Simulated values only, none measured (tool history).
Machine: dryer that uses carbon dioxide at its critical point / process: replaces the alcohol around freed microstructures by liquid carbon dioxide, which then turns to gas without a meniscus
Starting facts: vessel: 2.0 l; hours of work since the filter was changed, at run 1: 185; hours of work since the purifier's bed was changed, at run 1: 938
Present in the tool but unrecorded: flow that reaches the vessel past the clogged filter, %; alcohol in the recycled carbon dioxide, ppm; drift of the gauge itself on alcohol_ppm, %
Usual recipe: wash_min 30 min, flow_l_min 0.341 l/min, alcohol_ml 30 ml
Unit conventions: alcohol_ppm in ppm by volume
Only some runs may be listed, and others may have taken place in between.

run     day  wash_min  flow_l_min  alcohol_ml  hours of work since the filter was changed  hours of work since the purifier's bed was changed  alcohol_ppm
  1       0        30       0.341          30                                         185                                                 938          423
  2   3.067        30       0.341          30                                         209                                                 962          440
  3   5.179        31       0.341          30                                         226                                                 978          390
  4   7.542        22       0.341          30                                         244                                                 997          982
  5   8.958        22       0.341          30                                         255                                                1008         1024
  6  11.596        22       0.341          30                                         276                                                1028         1018
      13.95  -- purifier's bed changed
  7  14.154        24       0.341          30                                         294                                                   2          684
  8  15.433        24       0.341          30                                         304                                                  12          705
  9  18.408        24       0.341          30                                         328                                                  35          730
 10  21.146        24       0.341          30                                         349                                                  56          749
 11  24.042        26       0.341          30                                         371                                                  78          626
 12  25.717        30       0.323          30                                         384                                                  92          467
 13   28.05        30       0.323          30                                         403                                                 110          483
 14  31.021        30       0.323          30                                         426                                                 133          508
 15  32.754        41       0.341          30                                         439                                                 146          132
     33.825  -- inlet filter changed
 16  35.038        41       0.341          30                                           9                                                 164           76
 17  36.854        41       0.341          84                                          24                                                 178          158
 18  39.779        30       0.341         115                                          46                                                 201          889
 19  42.846        30       0.341         115                                          70                                                 224          907
 20   44.65        23       0.341         115                                          84                                                 238         2360
 21  47.325        38       0.341          25                                         105                                                 259          104
 22  49.704        38       0.341          25                                         123                                                 278          110
 23  51.971        30       0.418          30                                         141                                                 295          145
 24  54.804        42       0.416          21                                         163                                                 317           70
 25  56.254        22       0.341          99                                         174                                                 329         2692
 26  58.475        22       0.341          99                                         192                                                 346         2762
 27  61.167        40       0.523          75                                         213                                                 367           73
 28  63.771        40       0.523          75                                         233                                                 387           72
 29  65.054        33       0.341          30                                         243                                                 397          274
 30  68.108        38       0.212          57                                         267                                                 421         1597
 31  69.562        30       0.255          95                                         278                                                 432         2980
 32  72.533        23       0.341          30                                         301                                                 455          878
 33   74.15        30       0.225          28                                         314                                                 468         1314
 34  75.908        37       0.281          28                                         327                                                 481          407
 35    78.4        37       0.281          24                                         347                                                 501          363
 36  80.492        41       0.281          24                                         363                                                 517          287

Consider 3 possible next runs. They are alternatives, not a sequence: every one starts from the tool as it was left by run 36. What does each give?
  A  83.254        30       0.207          30                                         384                                                 539            ?
  B  83.254        25       0.281          86                                         384                                                 539            ?
  C  83.254        41       0.317          24                                         384                                                 539            ?

run  alcohol_ppm
  A         1842
  B         3590
  C          206
Without the tool's hidden state the same runs would have given:
run  alcohol_ppm
  A         1187
  B         2216
  C           58
